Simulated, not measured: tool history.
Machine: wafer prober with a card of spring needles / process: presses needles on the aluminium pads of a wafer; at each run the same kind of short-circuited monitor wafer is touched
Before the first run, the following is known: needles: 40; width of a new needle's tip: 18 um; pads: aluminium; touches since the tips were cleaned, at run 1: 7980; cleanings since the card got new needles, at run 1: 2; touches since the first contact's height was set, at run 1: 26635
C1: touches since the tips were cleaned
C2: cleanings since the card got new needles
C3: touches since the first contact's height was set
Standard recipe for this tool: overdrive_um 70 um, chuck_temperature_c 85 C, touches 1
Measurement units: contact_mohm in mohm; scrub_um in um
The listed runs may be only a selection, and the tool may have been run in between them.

run 1 hour=0.0 | overdrive_um=70 chuck_temperature_c=85 touches=1 | C1=7980 C2=2 C3=26635 | contact_mohm=221 scrub_um=13.22
-- hour=4.2 tips cleaned on abrasive film
run 2 hour=16.5 | overdrive_um=70 chuck_temperature_c=85 touches=1 | C1=3660 C2=3 C3=31518 | contact_mohm=217 scrub_um=13.21
run 3 hour=32.1 | overdrive_um=70 chuck_temperature_c=85 touches=1 | C1=8326 C2=3 C3=36184 | contact_mohm=216 scrub_um=13.24
-- hour=35.6 tips cleaned on abrasive film
run 4 hour=51.1 | overdrive_um=64 chuck_temperature_c=85 touches=1 | C1=4638 C2=4 C3=41837 | contact_mohm=222 scrub_um=12.11
run 5 hour=62.1 | overdrive_um=70 chuck_temperature_c=85 touches=1 | C1=7923 C2=4 C3=45122 | contact_mohm=223 scrub_um=13.26
-- hour=66.3 tips cleaned on abrasive film
run 6 hour=73.9 | overdrive_um=66 chuck_temperature_c=85 touches=1 | C1=2280 C2=5 C3=48613 | contact_mohm=221 scrub_um=12.50
run 7 hour=91.2 | overdrive_um=66 chuck_temperature_c=85 touches=1 | C1=7440 C2=5 C3=53773 | contact_mohm=218 scrub_um=12.46
-- hour=96.4 tips cleaned on abrasive film
run 8 hour=102.7 | overdrive_um=66 chuck_temperature_c=85 touches=1 | C1=1874 C2=6 C3=57177 | contact_mohm=219 scrub_um=12.42
run 9 hour=124.0 | overdrive_um=66 chuck_temperature_c=85 touches=1 | C1=8224 C2=6 C3=63527 | contact_mohm=214 scrub_um=12.46
-- hour=126.4 tips cleaned on abrasive film
run 10 hour=142.4 | overdrive_um=75 chuck_temperature_c=85 touches=1 | C1=4797 C2=7 C3=69011 | contact_mohm=220 scrub_um=14.11
-- hour=158.0 tips cleaned on abrasive film
run 11 hour=160.7 | overdrive_um=70 chuck_temperature_c=85 touches=1 | C1=820 C2=8 C3=74445 | contact_mohm=216 scrub_um=13.19
run 12 hour=174.0 | overdrive_um=70 chuck_temperature_c=85 touches=1 | C1=4793 C2=8 C3=78418 | contact_mohm=223 scrub_um=13.16
run 13 hour=185.4 | overdrive_um=70 chuck_temperature_c=85 touches=1 | C1=8195 C2=8 C3=81820 | contact_mohm=217 scrub_um=13.22
-- hour=188.3 tips cleaned on abrasive film
run 14 hour=206.1 | overdrive_um=70 chuck_temperature_c=85 touches=1 | C1=5322 C2=9 C3=87968 | contact_mohm=220 scrub_um=13.25
-- hour=218.3 tips cleaned on abrasive film
run 15 hour=220.5 | overdrive_um=74 chuck_temperature_c=34 touches=3 | C1=670 C2=10 C3=92236 | contact_mohm=202 scrub_um=13.96
run 16 hour=232.9 | overdrive_um=57 chuck_temperature_c=36 touches=1 | C1=4367 C2=10 C3=95933 | contact_mohm=204 scrub_um=10.75
run 17 hour=244.1 | overdrive_um=61 chuck_temperature_c=85 touches=2 | C1=7713 C2=10 C3=99279 | contact_mohm=222 scrub_um=11.52
-- hour=248.5 tips cleaned on abrasive film
run 18 hour=259.0 | overdrive_um=62 chuck_temperature_c=60 touches=1 | C1=3124 C2=11 C3=103689 | contact_mohm=215 scrub_um=11.73
run 19 hour=274.2 | overdrive_um=62 chuck_temperature_c=60 touches=1 | C1=7683 C2=11 C3=108248 | contact_mohm=216 scrub_um=11.72
-- hour=280.1 tips cleaned on abrasive film
run 20 hour=284.8 | overdrive_um=62 chuck_temperature_c=60 touches=1 | C1=1399 C2=12 C3=111380 | contact_mohm=212 scrub_um=11.71
run 21 hour=308.8 | overdrive_um=62 chuck_temperature_c=60 touches=1 | C1=8556 C2=12 C3=118537 | contact_mohm=214 scrub_um=11.72
-- hour=310.6 tips cleaned on abrasive film
run 22 hour=319.8 | overdrive_um=74 chuck_temperature_c=63 touches=2 | C1=2760 C2=13 C3=121792 | contact_mohm=213 scrub_um=13.98
-- hour=341.3 tips cleaned on abrasive film
run 23 hour=343.2 | overdrive_um=51 chuck_temperature_c=110 touches=2 | C1=577 C2=14 C3=128761 | contact_mohm=230 scrub_um=9.59
run 24 hour=359.2 | overdrive_um=60 chuck_temperature_c=35 touches=2 | C1=5352 C2=14 C3=133536 | contact_mohm=210 scrub_um=11.32
-- hour=371.6 tips cleaned on abrasive film
run 25 hour=375.2 | overdrive_um=60 chuck_temperature_c=35 touches=2 | C1=1077 C2=15 C3=138269 | contact_mohm=209 scrub_um=11.35
run 26 hour=391.3 | overdrive_um=60 chuck_temperature_c=35 touches=2 | C1=5876 C2=15 C3=143068 | contact_mohm=209 scrub_um=11.30
-- hour=402.5 tips cleaned on abrasive film
run 27 hour=413.0 | overdrive_um=60 chuck_temperature_c=35 touches=2 | C1=3147 C2=16 C3=149541 | contact_mohm=206 scrub_um=11.36

Each row is a separate what-if for the run after 27, all from the same tool condition, not one after another. Results?
run A hour=429.6 | overdrive_um=70 chuck_temperature_c=85 touches=1 | C1=8097 C2=16 C3=154491 | contact_mohm=? scrub_um=?
run B hour=429.6 | overdrive_um=70 chuck_temperature_c=85 touches=2 | C1=8097 C2=16 C3=154491 | contact_mohm=? scrub_um=?
run C hour=429.6 | overdrive_um=77 chuck_temperature_c=97 touches=2 | C1=8097 C2=16 C3=154491 | contact_mohm=? scrub_um=?
run D hour=429.6 | overdrive_um=84 chuck_temperature_c=85 touches=1 | C1=8097 C2=16 C3=154491 | contact_mohm=? scrub_um=?
run E hour=429.6 | overdrive_um=77 chuck_temperature_c=31 touches=3 | C1=8097 C2=16 C3=154491 | contact_mohm=? scrub_um=?

run=A contact_mohm=214 scrub_um=13.20
run=B contact_mohm=221 scrub_um=13.17
run=C contact_mohm=219 scrub_um=14.52
run=D contact_mohm=215 scrub_um=15.88
run=E contact_mohm=202 scrub_um=14.56
Without the tool's unlogged condition, the same runs would have read:
run=A contact_mohm=213 scrub_um=13.20
run=B contact_mohm=220 scrub_um=13.17
run=C contact_mohm=219 scrub_um=14.52
run=D contact_mohm=215 scrub_um=15.88
run=E contact_mohm=202 scrub_um=14.56
